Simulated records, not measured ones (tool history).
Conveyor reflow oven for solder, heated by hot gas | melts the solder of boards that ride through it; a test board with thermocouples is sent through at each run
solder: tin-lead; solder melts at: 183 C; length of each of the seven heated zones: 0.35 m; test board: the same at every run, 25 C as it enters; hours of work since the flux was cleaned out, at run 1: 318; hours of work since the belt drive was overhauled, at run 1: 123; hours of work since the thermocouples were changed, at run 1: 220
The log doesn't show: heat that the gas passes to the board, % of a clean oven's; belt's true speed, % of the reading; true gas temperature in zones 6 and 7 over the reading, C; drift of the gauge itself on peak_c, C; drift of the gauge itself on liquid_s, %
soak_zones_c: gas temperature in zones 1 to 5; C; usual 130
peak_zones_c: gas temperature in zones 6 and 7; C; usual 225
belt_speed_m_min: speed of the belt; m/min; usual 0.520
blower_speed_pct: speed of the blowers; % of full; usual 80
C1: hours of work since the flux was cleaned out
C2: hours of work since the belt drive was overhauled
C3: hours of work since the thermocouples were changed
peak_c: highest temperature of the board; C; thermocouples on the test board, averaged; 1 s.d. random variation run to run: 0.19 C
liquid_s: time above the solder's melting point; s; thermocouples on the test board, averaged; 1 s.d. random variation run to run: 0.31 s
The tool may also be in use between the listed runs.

{"run": 1, "hour": 0.0, "soak_zones_c": 130, "peak_zones_c": 225, "belt_speed_m_min": 0.52, "blower_speed_pct": 80, "C1": 318, "C2": 123, "C3": 220, "peak_c": 208.8, "liquid_s": 49.8}
{"run": 2, "hour": 10.4, "soak_zones_c": 130, "peak_zones_c": 225, "belt_speed_m_min": 0.52, "blower_speed_pct": 80, "C1": 325, "C2": 130, "C3": 227, "peak_c": 208.3, "liquid_s": 50.2}
{"run": 3, "hour": 16.7, "soak_zones_c": 130, "peak_zones_c": 240, "belt_speed_m_min": 0.52, "blower_speed_pct": 80, "C1": 329, "C2": 135, "C3": 232, "peak_c": 221.3, "liquid_s": 60.7}
{"run": 4, "hour": 21.8, "soak_zones_c": 130, "peak_zones_c": 240, "belt_speed_m_min": 0.52, "blower_speed_pct": 80, "C1": 333, "C2": 138, "C3": 235, "peak_c": 221.4, "liquid_s": 61.4}
{"run": 5, "hour": 30.4, "soak_zones_c": 130, "peak_zones_c": 240, "belt_speed_m_min": 0.52, "blower_speed_pct": 80, "C1": 339, "C2": 144, "C3": 241, "peak_c": 221.7, "liquid_s": 60.8}
{"run": 6, "hour": 39.1, "soak_zones_c": 130, "peak_zones_c": 220, "belt_speed_m_min": 0.52, "blower_speed_pct": 80, "C1": 345, "C2": 150, "C3": 248, "peak_c": 204.2, "liquid_s": 45.5}
{"hour": 44.8, "done": "flux residue cleaned out of gas plates and filters"}
{"run": 7, "hour": 50.9, "soak_zones_c": 130, "peak_zones_c": 220, "belt_speed_m_min": 0.52, "blower_speed_pct": 80, "C1": 4, "C2": 155, "C3": 252, "peak_c": 203.3, "liquid_s": 43.8}
{"run": 8, "hour": 61.6, "soak_zones_c": 130, "peak_zones_c": 237, "belt_speed_m_min": 0.52, "blower_speed_pct": 80, "C1": 12, "C2": 163, "C3": 260, "peak_c": 217.7, "liquid_s": 58.5}
{"run": 9, "hour": 69.1, "soak_zones_c": 130, "peak_zones_c": 237, "belt_speed_m_min": 0.52, "blower_speed_pct": 80, "C1": 17, "C2": 168, "C3": 265, "peak_c": 218.0, "liquid_s": 57.3}
{"run": 10, "hour": 74.0, "soak_zones_c": 130, "peak_zones_c": 237, "belt_speed_m_min": 0.52, "blower_speed_pct": 80, "C1": 21, "C2": 171, "C3": 269, "peak_c": 217.9, "liquid_s": 58.3}
{"run": 11, "hour": 83.2, "soak_zones_c": 119, "peak_zones_c": 225, "belt_speed_m_min": 0.473, "blower_speed_pct": 52, "C1": 27, "C2": 178, "C3": 275, "peak_c": 200.0, "liquid_s": 37.1}
{"run": 12, "hour": 89.7, "soak_zones_c": 117, "peak_zones_c": 225, "belt_speed_m_min": 0.557, "blower_speed_pct": 87, "C1": 32, "C2": 182, "C3": 280, "peak_c": 204.5, "liquid_s": 37.8}
{"hour": 97.4, "done": "flux residue cleaned out of gas plates and filters, once more"}
{"run": 13, "hour": 105.3, "soak_zones_c": 117, "peak_zones_c": 225, "belt_speed_m_min": 0.557, "blower_speed_pct": 87, "C1": 6, "C2": 190, "C3": 287, "peak_c": 207.5, "liquid_s": 41.5}
{"run": 14, "hour": 110.4, "soak_zones_c": 136, "peak_zones_c": 225, "belt_speed_m_min": 0.557, "blower_speed_pct": 83, "C1": 9, "C2": 194, "C3": 291, "peak_c": 209.8, "liquid_s": 48.9}
{"run": 15, "hour": 120.6, "soak_zones_c": 138, "peak_zones_c": 225, "belt_speed_m_min": 0.52, "blower_speed_pct": 80, "C1": 16, "C2": 201, "C3": 298, "peak_c": 211.5, "liquid_s": 55.6}
{"run": 16, "hour": 127.7, "soak_zones_c": 117, "peak_zones_c": 238, "belt_speed_m_min": 0.425, "blower_speed_pct": 90, "C1": 21, "C2": 206, "C3": 303, "peak_c": 228.0, "liquid_s": 77.7}
{"run": 17, "hour": 136.9, "soak_zones_c": 130, "peak_zones_c": 237, "belt_speed_m_min": 0.52, "blower_speed_pct": 73, "C1": 28, "C2": 212, "C3": 309, "peak_c": 218.7, "liquid_s": 58.4}
{"run": 18, "hour": 146.6, "soak_zones_c": 134, "peak_zones_c": 218, "belt_speed_m_min": 0.54, "blower_speed_pct": 55, "C1": 35, "C2": 219, "C3": 316, "peak_c": 195.7, "liquid_s": 30.9}
{"run": 19, "hour": 154.8, "soak_zones_c": 140, "peak_zones_c": 226, "belt_speed_m_min": 0.472, "blower_speed_pct": 55, "C1": 41, "C2": 225, "C3": 322, "peak_c": 208.9, "liquid_s": 57.7}

Branching from run 19: 4 alternative next runs. What would each branch give?
{"run": "A", "hour": 162.9, "soak_zones_c": 130, "peak_zones_c": 225, "belt_speed_m_min": 0.545, "blower_speed_pct": 80, "C1": 46, "C2": 231, "C3": 328, "peak_c": "?", "liquid_s": "?"}
{"run": "B", "hour": 162.9, "soak_zones_c": 115, "peak_zones_c": 225, "belt_speed_m_min": 0.52, "blower_speed_pct": 55, "C1": 46, "C2": 231, "C3": 328, "peak_c": "?", "liquid_s": "?"}
{"run": "C", "hour": 162.9, "soak_zones_c": 116, "peak_zones_c": 219, "belt_speed_m_min": 0.52, "blower_speed_pct": 58, "C1": 46, "C2": 231, "C3": 328, "peak_c": "?", "liquid_s": "?"}
{"run": "D", "hour": 162.9, "soak_zones_c": 123, "peak_zones_c": 222, "belt_speed_m_min": 0.589, "blower_speed_pct": 55, "C1": 46, "C2": 231, "C3": 328, "peak_c": "?", "liquid_s": "?"}

run=A peak_c=208.4 liquid_s=46.6
run=B peak_c=198.4 liquid_s=31.0
run=C peak_c=195.2 liquid_s=26.5
run=D peak_c=193.0 liquid_s=19.2
Stripped of hidden state, with their random variation kept, the same runs would have yielded:
run=A peak_c=207.2 liquid_s=45.3
run=B peak_c=197.3 liquid_s=29.2
run=C peak_c=194.1 liquid_s=24.5
run=D peak_c=192.0 liquid_s=17.3
